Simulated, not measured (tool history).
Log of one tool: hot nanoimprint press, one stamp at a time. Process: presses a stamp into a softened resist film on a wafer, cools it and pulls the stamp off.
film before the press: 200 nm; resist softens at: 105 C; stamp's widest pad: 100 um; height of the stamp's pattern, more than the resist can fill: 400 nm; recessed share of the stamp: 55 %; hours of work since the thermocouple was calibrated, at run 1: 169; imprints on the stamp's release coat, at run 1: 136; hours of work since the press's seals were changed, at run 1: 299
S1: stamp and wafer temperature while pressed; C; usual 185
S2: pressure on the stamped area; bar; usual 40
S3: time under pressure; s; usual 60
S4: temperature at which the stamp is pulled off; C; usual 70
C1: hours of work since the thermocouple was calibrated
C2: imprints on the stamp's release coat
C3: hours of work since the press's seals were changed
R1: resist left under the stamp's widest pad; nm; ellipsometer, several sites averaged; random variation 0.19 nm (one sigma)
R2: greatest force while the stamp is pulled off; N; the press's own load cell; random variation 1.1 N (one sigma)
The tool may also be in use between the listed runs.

run,hour,S1,S2,S3,S4,C1,C2,C3,R1,R2
1,0,185,40,60,70,169,136,299,115.6,160
2,52.1,185,36.7,60,70,201,307,332,119.3,162
3,103.9,185,40,60,70,233,477,363,115.7,166
4,144.7,185,40,60,70,258,610,388,115.2,167
5,175.4,185,40,60,70,277,711,407,115.3,171
6,202.4,185,57.2,60,70,294,799,424,99.7,172
7,251.5,185,57.2,60,70,324,960,454,99.7,174
8,282.9,185,57.2,60,70,343,1063,473,99.5,178
# hour 326.8: stamp cleaned and given a new release coat
9,337.3,185,39.1,60,70,373,35,503,115.9,156
10,378.7,185,39.1,60,70,399,171,529,115.4,158
# hour 425.3: press's hydraulic seals changed and the load cell set to zero
11,425.3,185,40,60,64,422,297,0,112.8,180
12,461.2,185,40,60,64,444,415,22,113.3,184
13,493.9,185,27,60,70,464,522,42,131,163
14,536.7,185,27,60,70,491,662,69,130.2,165
15,575,185,40,60,71,514,788,92,112.8,166
16,604.5,185,40,60,71,533,885,110,112.5,167
17,637.7,185,40,67,75,553,993,131,108.3,154
18,689.5,185,40,67,75,585,1164,163,108.3,157
# hour 702.3: stamp cleaned and given a new release coat
# hour 722.6: plate thermocouple calibrated
19,722.6,185,40,67,75,0,56,177,106.9,134
20,759,185,51.8,34,75,22,176,200,119.9,138
21,782.1,185,51.8,34,75,37,251,214,120,138
22,806.6,185,30.8,34,75,52,332,229,142.4,140
23,833.5,191,30.8,45,75,68,420,246,116.7,141
24,887.5,173,48.7,60,70,101,597,279,138.4,161
25,935.7,173,48.7,60,70,131,755,308,137.7,162
26,965.4,173,48.7,60,70,149,852,327,137.9,166
# hour 993.6: plate thermocouple calibrated, once more
27,997.3,185,53.6,100,60,2,947,344,86.9,212
28,1049.9,185,40,43,70,35,1120,377,128.7,178
# hour 1078.1: stamp cleaned and given a new release coat
29,1089.3,185,40,43,70,55,37,397,128.7,159

The same runs without the tool's hidden state, with the same run-to-run variation:
The hidden state here: true temperature over the reading, C; pressure that arrives at the usual setting, %; grip of the stamp's worn release coat, % over a new coat's; drift of the gauge itself on residual_nm, %; drift of the gauge itself on pull_off_n, %.
run,R1,R2
1,116,159
2,119.9,157
3,116.4,158
4,116,157
5,116.2,159
6,100.1,158
7,100.2,158
8,100,159
9,117.3,158
10,116.9,159
11,116,177
12,116.5,179
13,134.4,157
14,133.8,157
15,116.4,155
16,116.2,155
17,112.1,141
18,112.2,141
19,112.4,140
20,125.2,142
21,125.4,142
22,147.8,142
23,122.3,142
24,144.8,157
25,144.2,156
26,144.5,158
27,85.8,190
28,128.2,157
29,128.3,160

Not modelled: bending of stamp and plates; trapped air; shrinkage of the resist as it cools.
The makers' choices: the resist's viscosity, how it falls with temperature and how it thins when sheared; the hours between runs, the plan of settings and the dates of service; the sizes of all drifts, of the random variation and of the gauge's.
